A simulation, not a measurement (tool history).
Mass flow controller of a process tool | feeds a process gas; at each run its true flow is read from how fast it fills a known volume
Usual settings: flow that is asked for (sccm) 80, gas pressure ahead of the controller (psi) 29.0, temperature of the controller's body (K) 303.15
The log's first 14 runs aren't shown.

run    hour  flow that is asked for (sccm)  gas pressure ahead of the controller (psi)  temperature of the controller's body (K)  hours of work since the controller was set to zero  hours of work since the controller was changed  true flow (%)
 15   829.8                             80                                        29.0                                    303.15                                                4475                                            4475          97.94
 16   887.2                             80                                        29.0                                    303.15                                                4506                                            4506          97.83
 17   966.6                             75                                        29.0                                    303.15                                                4549                                            4549          97.79
 18  1018.5                             75                                        29.0                                    303.15                                                4577                                            4577          97.65
 19  1070.1                             80                                        29.0                                    303.15                                                4605                                            4605          97.86
 20  1127.7                             80                                        20.7                                    303.15                                                4636                                            4636          98.09
 21  1198.2                            106                                        32.1                                    309.15                                                4674                                            4674          97.08
     1265.5  -- gauge calibrated
 22  1286.7                             41                                        31.8                                    293.15                                                4722                                            4722          98.99
 23  1339.8                             41                                        31.8                                    293.15                                                4751                                            4751          98.91
 24  1378.6                             90                                        32.8                                    293.15                                                4772                                            4772          99.30
 25  1471.6                             90                                        22.0                                    295.15                                                4823                                            4823          99.50
 26  1548.0                            100                                        25.4                                    294.15                                                4864                                            4864          99.51
 27  1601.0                             45                                        30.2                                    296.15                                                4893                                            4893          98.59
 28  1655.9                             28                                        29.3                                    303.15                                                4922                                            4922          97.48
 29  1749.0                             38                                        32.3                                    303.15                                                4973                                            4973          97.62
 30  1795.7                             38                                        32.3                                    303.15                                                4998                                            4998          97.61
 31  1883.3                             38                                        32.3                                    303.15                                                5046                                            5046          97.52
 32  1964.0                            189                                        30.9                                    296.15                                                5089                                            5089          99.80
 33  2020.6                             78                                        31.5                                    309.15                                                5120                                            5120          97.13
 34  2100.2                             78                                        30.7                                    303.15                                                5163                                            5163          97.89
 35  2174.4                             66                                        33.1                                    302.15                                                5203                                            5203          97.68
     2182.1  -- gauge calibrated
 36  2240.6                             91                                        20.5                                    307.15                                                5239                                            5239          98.22
 37  2293.6                             80                                        34.8                                    295.15                                                5268                                            5268          98.97
 38  2349.2                             80                                        29.0                                    297.15                                                5298                                            5298          98.83
 39  2428.9                            136                                        26.0                                    299.15                                                5341                                            5341          99.30

Forecast each of these 3 alternatives for the next run:
  A  2483.6                             80                                        28.3                                    303.15                                                5371                                            5371              ?
  B  2483.6                            136                                        28.9                                    306.15                                                5371                                            5371              ?
  C  2483.6                            136                                        37.1                                    297.15                                                5371                                            5371              ?

run  true flow (%)
  A          98.04
  B          98.25
  C          99.09
Without the tool's hidden state the same runs would have given:
run  true flow (%)
  A          98.20
  B          98.41
  C          99.25
